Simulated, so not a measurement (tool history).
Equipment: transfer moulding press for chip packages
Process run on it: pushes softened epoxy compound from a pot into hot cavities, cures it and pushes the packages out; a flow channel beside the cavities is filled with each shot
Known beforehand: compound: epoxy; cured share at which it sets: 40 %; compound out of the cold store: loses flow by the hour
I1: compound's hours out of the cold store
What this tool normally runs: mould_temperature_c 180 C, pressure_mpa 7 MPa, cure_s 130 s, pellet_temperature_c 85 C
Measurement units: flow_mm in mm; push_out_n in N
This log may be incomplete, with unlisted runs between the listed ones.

run 1 hour=0 | mould_temperature_c=180 pressure_mpa=7 cure_s=130 pellet_temperature_c=85 | I1=9.1 | flow_mm=794 push_out_n=575
run 2 hour=42.9 | mould_temperature_c=180 pressure_mpa=7 cure_s=130 pellet_temperature_c=85 | I1=20 | flow_mm=757 push_out_n=632
-- hour=83.2 cavities cleaned with cleaning compound and waxed
run 3 hour=90.5 | mould_temperature_c=180 pressure_mpa=7 cure_s=130 pellet_temperature_c=85 | I1=34.4 | flow_mm=721 push_out_n=501
run 4 hour=113.7 | mould_temperature_c=180 pressure_mpa=7 cure_s=130 pellet_temperature_c=85 | I1=8.2 | flow_mm=785 push_out_n=584
run 5 hour=151.3 | mould_temperature_c=180 pressure_mpa=7 cure_s=130 pellet_temperature_c=85 | I1=28.1 | flow_mm=729 push_out_n=638
-- hour=188.7 cavities cleaned with cleaning compound and waxed
run 6 hour=203.7 | mould_temperature_c=180 pressure_mpa=7 cure_s=130 pellet_temperature_c=78 | I1=11.2 | flow_mm=776 push_out_n=554
run 7 hour=244.7 | mould_temperature_c=180 pressure_mpa=7 cure_s=130 pellet_temperature_c=78 | I1=35.9 | flow_mm=707 push_out_n=614
run 8 hour=287 | mould_temperature_c=180 pressure_mpa=7 cure_s=130 pellet_temperature_c=77 | I1=15.4 | flow_mm=755 push_out_n=699
-- hour=293.5 plunger's sealing rings changed
-- hour=295 cavities cleaned with cleaning compound and waxed
run 9 hour=344 | mould_temperature_c=180 pressure_mpa=7 cure_s=130 pellet_temperature_c=77 | I1=43.1 | flow_mm=715 push_out_n=584

Run 10 is up next; what results do you expect?
run 10 hour=375.1 | mould_temperature_c=173 pressure_mpa=7 cure_s=130 pellet_temperature_c=95 | I1=47.5 | flow_mm=? push_out_n=?

flow_mm: 709 mm
push_out_n: 929 N
With the hidden condition absent and the run-to-run variation left alone, this run would have shown flow_mm 715 mm, push_out_n 617 N.

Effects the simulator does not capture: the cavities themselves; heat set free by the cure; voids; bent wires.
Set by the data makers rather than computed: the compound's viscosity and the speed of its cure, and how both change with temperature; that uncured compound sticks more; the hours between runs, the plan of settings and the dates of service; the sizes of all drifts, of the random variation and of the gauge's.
